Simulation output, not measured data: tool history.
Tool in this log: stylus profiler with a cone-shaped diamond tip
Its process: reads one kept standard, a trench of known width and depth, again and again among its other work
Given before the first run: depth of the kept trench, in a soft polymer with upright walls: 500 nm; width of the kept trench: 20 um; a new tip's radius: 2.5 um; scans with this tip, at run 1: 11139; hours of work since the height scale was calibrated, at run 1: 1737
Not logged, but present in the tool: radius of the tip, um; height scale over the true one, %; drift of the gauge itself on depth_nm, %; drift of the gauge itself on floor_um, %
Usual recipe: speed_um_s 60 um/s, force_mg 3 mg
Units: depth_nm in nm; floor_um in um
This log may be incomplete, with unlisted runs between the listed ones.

run	hour	speed_um_s	force_mg	scans with this tip	hours of work since the height scale was calibrated	depth_nm	floor_um
1	0	60	3	11139	1737	503.83	15.59
2	51.2	60	3	11401	1778	503.53	15.54
3	88.5	60	4.83	11593	1808	506.46	15.62
4	158.9	60	6.92	11954	1865	509.29	15.61
5	212	70	3	12226	1907	503.39	15.44
6	272.1	70	3	12534	1955	503.33	15.42
7	304.9	70	2.42	12703	1981	502.09	15.37
8	344.8	120	3	12908	2013	503.25	15.14
9	407.3	172	3	13228	2063	503	14.91
10	479.1	172	3	13596	2121	503.01	14.85
# hour 512.1: height scale calibrated on a step standard
11	527.4	172	3	13842	12	507.35	14.83
12	574.5	172	3	14083	50	507.53	14.85
# hour 634.4: new tip fitted, height scale calibrated
13	649.5	172	3	77	12	507.45	16.19
14	682.3	60	3	246	38	507.57	16.64
15	757.9	60	3	633	99	507.45	16.64
16	813.3	60	1.43	917	143	504.22	16.5
17	888.4	60	4.31	1303	203	509.02	16.64
18	926.8	60	4.31	1500	234	509.05	16.66
19	1003.2	60	4.31	1892	295	508.88	16.57
20	1073	60	4.31	2249	351	508.94	16.52
21	1150.7	60	4.31	2648	413	508.86	16.5
22	1192.4	60	3	2862	446	506.52	16.39
23	1260.8	60	3	3213	501	506.38	16.39
24	1295.4	60	3	3390	529	506.59	16.32
25	1334.4	60	3	3590	560	506.29	16.41
26	1384.9	169	4.3	3849	600	508.21	15.93
27	1447.8	169	4.3	4172	651	508.43	15.92
28	1482	24	2.06	4347	678	504.22	16.44
29	1550.8	53	3.29	4700	733	506.52	16.29
30	1612.7	53	3.29	5018	783	506.34	16.23
31	1653.6	71	3	5227	815	505.62	16.13
32	1701.5	177	1.02	5473	854	501.61	15.01
33	1750.8	110	1.37	5726	893	502.49	15.72
34	1794.8	56	4.29	5952	928	507.52	16.16
35	1841.5	21	1.73	6191	966	502.86	16.2
36	1881.3	20	4.45	6395	997	507.4	16.27
37	1913.3	23	1.34	6559	1023	501.99	16.19
38	1966.6	96	6.62	6833	1066	510.56	16
39	2027.2	198	1.26	7143	1114	501.58	14.89
40	2079.1	198	3.06	7409	1156	504.89	15.31
41	2134.3	39	5.27	7693	1200	508.34	16.1
42	2190.3	39	5.27	7980	1245	508.48	16.06
43	2236.8	15	1.55	8218	1282	502.05	16.1
44	2310.6	213	1.32	8597	1341	501.06	14.72
45	2357.8	22	4.56	8839	1379	506.88	15.97

For some of the steps in depth_nm from one run to the next: how much would appear even if the tool had no hidden state, given the settings, what came in and random variation, and how much remains for the hidden state plus any gauge scatter that the measured result and the result without hidden state don't share?
Run 3 -> 4: force_mg 4.83 -> 6.92. depth_nm +2.83 nm: hidden state -0.16, all else +2.99.
Run 10 -> 11: height scale calibrated on a step standard. depth_nm +4.34 nm: hidden state +4.64, all else -0.3.
Run 14 -> 15: no setting changed, nothing entered. depth_nm -0.12 nm: hidden state -0.15, all else +0.03.
Run 37 -> 38: speed_um_s 23 -> 96, force_mg 1.34 -> 6.62. depth_nm +8.57 nm: hidden state -0.13, all else +8.7.
Run 38 -> 39: speed_um_s 96 -> 198, force_mg 6.62 -> 1.26. depth_nm -8.98 nm: hidden state -0.06, all else -8.92.
Run 42 -> 43: speed_um_s 39 -> 15, force_mg 5.27 -> 1.55. depth_nm -6.43 nm: hidden state -0.07, all else -6.36.
